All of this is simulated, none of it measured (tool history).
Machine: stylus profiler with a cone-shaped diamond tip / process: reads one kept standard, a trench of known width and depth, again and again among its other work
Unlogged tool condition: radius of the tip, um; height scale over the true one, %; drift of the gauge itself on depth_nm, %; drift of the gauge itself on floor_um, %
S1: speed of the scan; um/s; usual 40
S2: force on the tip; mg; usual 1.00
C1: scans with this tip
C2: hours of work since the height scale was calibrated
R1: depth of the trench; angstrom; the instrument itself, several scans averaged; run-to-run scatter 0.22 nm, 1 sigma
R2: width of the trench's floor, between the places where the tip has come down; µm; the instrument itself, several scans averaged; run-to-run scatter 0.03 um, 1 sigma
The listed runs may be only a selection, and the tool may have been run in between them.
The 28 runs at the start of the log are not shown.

run 29 hour=1154.1 | S1=131 S2=0.67 | C1=6778 C2=53 | R1=10114.2 R2=94.84
run 30 hour=1191.4 | S1=86 S2=1.13 | C1=6887 C2=75 | R1=10137.2 R2=95.25
run 31 hour=1240.7 | S1=61 S2=1.38 | C1=7031 C2=105 | R1=10146.5 R2=95.43
run 32 hour=1280.6 | S1=61 S2=1.38 | C1=7148 C2=129 | R1=10149.3 R2=95.40
run 33 hour=1313.4 | S1=43 S2=2.35 | C1=7243 C2=149 | R1=10185.1 R2=95.45
-- hour=1338.6 height scale calibrated on a step standard, once more
run 34 hour=1362.1 | S1=122 S2=2.73 | C1=7384 C2=14 | R1=10131.7 R2=95.27
run 35 hour=1413.1 | S1=122 S2=2.73 | C1=7533 C2=45 | R1=10137.3 R2=95.22
run 36 hour=1464.8 | S1=46 S2=0.37 | C1=7683 C2=76 | R1=10038.6 R2=95.21
run 37 hour=1489.5 | S1=12 S2=1.15 | C1=7756 C2=91 | R1=10077.6 R2=95.50
run 38 hour=1526.2 | S1=114 S2=1.15 | C1=7863 C2=113 | R1=10076.2 R2=95.09
run 39 hour=1549.5 | S1=25 S2=1.15 | C1=7931 C2=127 | R1=10078.6 R2=95.42
run 40 hour=1575.3 | S1=10 S2=1.83 | C1=8006 C2=143 | R1=10106.7 R2=95.52
run 41 hour=1628.9 | S1=10 S2=1.83 | C1=8162 C2=175 | R1=10105.8 R2=95.51
run 42 hour=1680.8 | S1=10 S2=1.83 | C1=8314 C2=207 | R1=10107.1 R2=95.48
run 43 hour=1710.1 | S1=20 S2=0.60 | C1=8399 C2=224 | R1=10050.9 R2=95.43
run 44 hour=1742.6 | S1=110 S2=0.66 | C1=8494 C2=244 | R1=10058.0 R2=94.92
run 45 hour=1788.3 | S1=110 S2=0.66 | C1=8627 C2=271 | R1=10057.0 R2=94.87

Alternative continuations, all from the tool just after run 45; predict every row:
run A hour=1840.7 | S1=52 S2=0.78 | C1=8780 C2=303 | R1=? R2=?
run B hour=1840.7 | S1=16 S2=0.36 | C1=8780 C2=303 | R1=? R2=?
run C hour=1840.7 | S1=129 S2=0.66 | C1=8780 C2=303 | R1=? R2=?
run D hour=1840.7 | S1=18 S2=1.52 | C1=8780 C2=303 | R1=? R2=?
run E hour=1840.7 | S1=85 S2=0.47 | C1=8780 C2=303 | R1=? R2=?

run=A R1=10064.5 R2=95.22
run=B R1=10042.0 R2=95.38
run=C R1=10060.4 R2=94.74
run=D R1=10101.4 R2=95.46
run=E R1=10051.0 R2=94.94
What these runs would have given with no unlogged condition in the tool:
run=A R1=10056.8 R2=95.71
run=B R1=10034.3 R2=95.87
run=C R1=10052.7 R2=95.22
run=D R1=10093.7 R2=95.95
run=E R1=10043.3 R2=95.42
